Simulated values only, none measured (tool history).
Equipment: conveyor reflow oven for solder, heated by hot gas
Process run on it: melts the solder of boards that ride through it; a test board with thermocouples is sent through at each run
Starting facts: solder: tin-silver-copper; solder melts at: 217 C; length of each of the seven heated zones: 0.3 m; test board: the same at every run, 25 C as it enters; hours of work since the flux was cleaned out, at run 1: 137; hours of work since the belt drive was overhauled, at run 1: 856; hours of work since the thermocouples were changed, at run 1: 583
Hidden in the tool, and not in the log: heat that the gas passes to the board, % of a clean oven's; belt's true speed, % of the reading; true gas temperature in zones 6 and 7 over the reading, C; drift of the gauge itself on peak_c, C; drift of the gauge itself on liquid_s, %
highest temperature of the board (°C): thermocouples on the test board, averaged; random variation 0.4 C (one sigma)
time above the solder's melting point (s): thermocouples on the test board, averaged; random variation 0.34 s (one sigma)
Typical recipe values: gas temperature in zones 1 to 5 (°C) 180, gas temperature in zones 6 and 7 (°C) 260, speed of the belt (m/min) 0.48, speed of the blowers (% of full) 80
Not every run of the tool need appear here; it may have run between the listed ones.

run,hour,gas temperature in zones 1 to 5 (°C),gas temperature in zones 6 and 7 (°C),speed of the belt (m/min),speed of the blowers (% of full),hours of work since the flux was cleaned out,hours of work since the belt drive was overhauled,hours of work since the thermocouples were changed,highest temperature of the board (°C),time above the solder's melting point (s)
1,0,180,260,0.48,80,137,856,583,246.7,56.3
2,27.9,180,260,0.48,80,160,878,605,247,56.5
3,47.1,180,260,0.48,80,175,893,620,246.6,56.1
# hour 68.2: thermocouples of zones 6 and 7 changed
4,76.9,180,260,0.48,80,197,916,7,248.9,57.2
5,107.5,180,260,0.48,80,221,940,31,248.7,56.9
6,130.4,180,260,0.48,55,240,958,50,241.8,50.4
7,160.7,180,260,0.48,80,264,982,74,247.9,55.8
8,176.8,180,260,0.48,80,277,995,87,247.2,56.7
9,210.1,180,260,0.48,80,303,1022,113,247.9,56.6
10,231.2,180,260,0.48,80,320,1038,130,247.1,57.3
# hour 238: flux residue cleaned out of gas plates and filters
11,258,180,260,0.48,80,16,1056,147,247.1,56.3
12,291.1,193,260,0.48,80,42,1082,174,249.8,63.9
13,323.8,193,262,0.506,80,68,1108,200,249.5,60.4
14,347.3,170,260,0.404,80,87,1127,218,250.3,66.9
15,368.8,182,273,0.563,63,104,1144,236,250.4,48.2
# hour 389.2: flux residue cleaned out of gas plates and filters, once more
16,403.6,180,260,0.499,72,11,1168,259,246.7,52.5
17,436.7,180,259,0.464,62,38,1194,286,244.8,55.5
18,465.6,180,259,0.475,62,61,1217,309,243.8,53.7
19,493.6,192,263,0.455,73,83,1240,331,253.1,69.1
20,525.2,166,263,0.492,73,108,1265,356,246.1,49
21,539,166,263,0.473,72,119,1276,367,247.5,51.8

Forecast each of these 5 alternatives for the next run:
A,559.1,172,263,0.473,61,135,1292,383,?,?
B,559.1,166,257,0.414,80,135,1292,383,?,?
C,559.1,190,270,0.473,61,135,1292,383,?,?
D,559.1,181,251,0.473,72,135,1292,383,?,?
E,559.1,187,260,0.512,83,135,1292,383,?,?

run,highest temperature of the board (°C),time above the solder's melting point (s)
A,245.8,51.1
B,247,61.2
C,255.3,67
D,239.4,50.8
E,248.2,56.8
The same runs, with their run-to-run variation unchanged, on a tool lacking any hidden condition would have given:
run,highest temperature of the board (°C),time above the solder's melting point (s)
A,246.3,50.5
B,247.7,60.6
C,255.8,66
D,240,50.4
E,248.9,56.1
